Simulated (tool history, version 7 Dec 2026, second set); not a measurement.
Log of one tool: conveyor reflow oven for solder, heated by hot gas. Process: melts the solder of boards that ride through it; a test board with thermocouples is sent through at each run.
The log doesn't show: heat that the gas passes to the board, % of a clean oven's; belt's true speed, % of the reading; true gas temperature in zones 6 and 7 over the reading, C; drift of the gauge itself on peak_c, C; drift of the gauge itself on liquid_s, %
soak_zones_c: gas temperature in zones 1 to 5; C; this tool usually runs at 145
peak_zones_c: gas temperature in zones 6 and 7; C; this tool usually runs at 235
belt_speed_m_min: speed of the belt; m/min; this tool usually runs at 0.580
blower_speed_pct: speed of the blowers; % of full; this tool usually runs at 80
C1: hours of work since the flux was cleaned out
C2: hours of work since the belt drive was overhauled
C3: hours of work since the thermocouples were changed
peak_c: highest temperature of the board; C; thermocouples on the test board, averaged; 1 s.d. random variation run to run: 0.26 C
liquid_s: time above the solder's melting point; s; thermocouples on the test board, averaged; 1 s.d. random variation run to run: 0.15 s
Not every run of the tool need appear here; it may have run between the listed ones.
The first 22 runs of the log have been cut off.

{"hour": 1315.5, "done": "thermocouples of zones 6 and 7 changed"}
{"run": 23, "hour": 1353.0, "soak_zones_c": 159, "peak_zones_c": 235, "belt_speed_m_min": 0.615, "blower_speed_pct": 80, "C1": 92, "C2": 1185, "C3": 20, "peak_c": 220.9, "liquid_s": 61.2}
{"run": 24, "hour": 1416.4, "soak_zones_c": 159, "peak_zones_c": 235, "belt_speed_m_min": 0.615, "blower_speed_pct": 80, "C1": 125, "C2": 1218, "C3": 53, "peak_c": 220.8, "liquid_s": 60.8}
{"run": 25, "hour": 1499.4, "soak_zones_c": 142, "peak_zones_c": 232, "belt_speed_m_min": 0.615, "blower_speed_pct": 80, "C1": 169, "C2": 1262, "C3": 97, "peak_c": 215.1, "liquid_s": 50.5}
{"run": 26, "hour": 1560.3, "soak_zones_c": 142, "peak_zones_c": 232, "belt_speed_m_min": 0.615, "blower_speed_pct": 80, "C1": 201, "C2": 1294, "C3": 129, "peak_c": 215.1, "liquid_s": 50.8}
{"run": 27, "hour": 1596.8, "soak_zones_c": 138, "peak_zones_c": 237, "belt_speed_m_min": 0.58, "blower_speed_pct": 63, "C1": 220, "C2": 1314, "C3": 148, "peak_c": 216.5, "liquid_s": 52.6}
{"run": 28, "hour": 1652.8, "soak_zones_c": 137, "peak_zones_c": 235, "belt_speed_m_min": 0.58, "blower_speed_pct": 90, "C1": 250, "C2": 1343, "C3": 178, "peak_c": 220.7, "liquid_s": 56.3}
{"hour": 1701.1, "done": "flux residue cleaned out of gas plates and filters"}
{"run": 29, "hour": 1703.3, "soak_zones_c": 137, "peak_zones_c": 235, "belt_speed_m_min": 0.58, "blower_speed_pct": 90, "C1": 1, "C2": 1367, "C3": 202, "peak_c": 221.2, "liquid_s": 56.8}
{"run": 30, "hour": 1765.0, "soak_zones_c": 137, "peak_zones_c": 235, "belt_speed_m_min": 0.58, "blower_speed_pct": 90, "C1": 34, "C2": 1399, "C3": 234, "peak_c": 220.2, "liquid_s": 56.6}

3 ways to go on from here, each from the tool as it stands after run 30. What would each give?
{"run": "A", "hour": 1800.1, "soak_zones_c": 147, "peak_zones_c": 235, "belt_speed_m_min": 0.679, "blower_speed_pct": 62, "C1": 52, "C2": 1418, "C3": 253, "peak_c": "?", "liquid_s": "?"}
{"run": "B", "hour": 1800.1, "soak_zones_c": 148, "peak_zones_c": 227, "belt_speed_m_min": 0.57, "blower_speed_pct": 80, "C1": 52, "C2": 1418, "C3": 253, "peak_c": "?", "liquid_s": "?"}
{"run": "C", "hour": 1800.1, "soak_zones_c": 137, "peak_zones_c": 241, "belt_speed_m_min": 0.547, "blower_speed_pct": 55, "C1": 52, "C2": 1418, "C3": 253, "peak_c": "?", "liquid_s": "?"}

run=A peak_c=210.7 liquid_s=42.6
run=B peak_c=213.6 liquid_s=56.9
run=C peak_c=218.4 liquid_s=57.8
Stripped of hidden state, with their random variation kept, the same runs would have yielded:
run=A peak_c=210.7 liquid_s=42.5
run=B peak_c=213.6 liquid_s=56.8
run=C peak_c=218.4 liquid_s=57.7
